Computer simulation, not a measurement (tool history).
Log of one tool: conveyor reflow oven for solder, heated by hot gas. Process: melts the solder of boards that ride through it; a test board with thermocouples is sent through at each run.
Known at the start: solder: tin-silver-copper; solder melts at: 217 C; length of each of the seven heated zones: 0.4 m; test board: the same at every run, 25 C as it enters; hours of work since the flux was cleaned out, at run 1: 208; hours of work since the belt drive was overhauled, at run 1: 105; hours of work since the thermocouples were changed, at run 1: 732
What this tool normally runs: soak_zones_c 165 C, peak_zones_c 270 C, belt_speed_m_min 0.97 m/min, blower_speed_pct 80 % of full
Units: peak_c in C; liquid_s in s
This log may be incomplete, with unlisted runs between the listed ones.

| run | day | soak_zones_c | peak_zones_c | belt_speed_m_min | blower_speed_pct | hours of work since the flux was cleaned out | hours of work since the belt drive was overhauled | hours of work since the thermocouples were changed | peak_c | liquid_s |
|---|---|---|---|---|---|---|---|---|---|---|
| 1 | 0 | 165 | 270 | 0.97 | 80 | 208 | 105 | 732 | 252.3 | 35.1 |
| 2 | 0.317 | 165 | 270 | 0.97 | 80 | 211 | 109 | 736 | 251.8 | 35 |
| 3 | 0.817 | 165 | 270 | 0.97 | 80 | 217 | 115 | 742 | 252.7 | 35.3 |
| 4 | 1.25 | 165 | 270 | 0.97 | 80 | 222 | 120 | 747 | 252.1 | 35.1 |
| 5 | 1.783 | 165 | 270 | 0.97 | 80 | 229 | 126 | 753 | 251.7 | 35.1 |
| 6 | 2.438 | 165 | 270 | 0.97 | 80 | 236 | 133 | 761 | 252.7 | 35.4 |
| 7 | 2.758 | 165 | 270 | 0.97 | 80 | 240 | 137 | 764 | 252.4 | 34.5 |
| 8 | 3.129 | 165 | 270 | 0.97 | 80 | 244 | 141 | 769 | 252.6 | 35 |
| 9 | 3.762 | 165 | 270 | 0.97 | 80 | 252 | 149 | 776 | 252.8 | 34.7 |
| 10 | 4.171 | 165 | 270 | 0.97 | 80 | 256 | 154 | 781 | 253.3 | 35.5 |
| 11 | 4.679 | 165 | 270 | 0.97 | 75 | 262 | 160 | 787 | 251.4 | 33.9 |
| 12 | 5.012 | 165 | 270 | 0.97 | 75 | 266 | 163 | 791 | 251.2 | 34.4 |
| 13 | 5.538 | 153 | 270 | 0.97 | 80 | 272 | 170 | 797 | 249.9 | 31.6 |
| 14 | 5.812 | 153 | 270 | 0.97 | 80 | 276 | 173 | 800 | 249.3 | 31.5 |
| 15 | 6.462 | 153 | 270 | 0.97 | 80 | 283 | 180 | 808 | 250.8 | 31.8 |
| 16 | 7.046 | 165 | 270 | 0.97 | 80 | 290 | 187 | 814 | 252.5 | 35 |
| 17 | 7.371 | 165 | 270 | 0.97 | 80 | 294 | 191 | 818 | 252 | 34.7 |
| 18 | 7.904 | 165 | 270 | 0.97 | 81 | 300 | 197 | 824 | 252.1 | 34.8 |
| 19 | 8.225 | 161 | 259 | 0.854 | 64 | 304 | 201 | 828 | 242.4 | 33.3 |
| 20 | 8.675 | 164 | 270 | 0.97 | 80 | 309 | 206 | 833 | 251.6 | 34.7 |
| 21 | 9.146 | 165 | 280 | 0.807 | 62 | 314 | 212 | 839 | 263.8 | 47.9 |
| 22 | 9.638 | 159 | 280 | 0.938 | 62 | 320 | 217 | 845 | 256.9 | 36.8 |
| 23 | 10.275 | 159 | 277 | 0.938 | 57 | 328 | 225 | 852 | 253.1 | 34.6 |
| 24 | 10.85 | 159 | 277 | 0.938 | 57 | 334 | 232 | 859 | 253.3 | 34.7 |
| 25 | 11.442 | 159 | 277 | 0.938 | 57 | 341 | 238 | 866 | 253.7 | 34.9 |
| 26 | 11.846 | 165 | 270 | 0.97 | 65 | 346 | 243 | 870 | 248.2 | 32.7 |
| 27 | 12.492 | 165 | 281 | 0.97 | 65 | 354 | 251 | 878 | 258.1 | 37.2 |
| 28 | 13 | 165 | 277 | 0.97 | 66 | 359 | 257 | 884 | 255.4 | 36.3 |
| 29 | 13.283 | 165 | 277 | 0.97 | 66 | 363 | 260 | 887 | 255.6 | 35.9 |
|  | 13.525 | thermocouples of zones 6 and 7 changed |
| 30 | 13.862 | 165 | 270 | 0.957 | 62 | 369 | 266 | 4 | 248.6 | 33.3 |
| 31 | 14.362 | 165 | 270 | 0.957 | 62 | 374 | 272 | 10 | 248.6 | 33 |

Hidden state at the last listed run before each entry between runs and at the first one after, where it differs:
Runs 29 to 30: thermocouples of zones 6 and 7 changed (day 13.525)
  true gas temperature in zones 6 and 7 over the reading, C: -0.07 -> 0
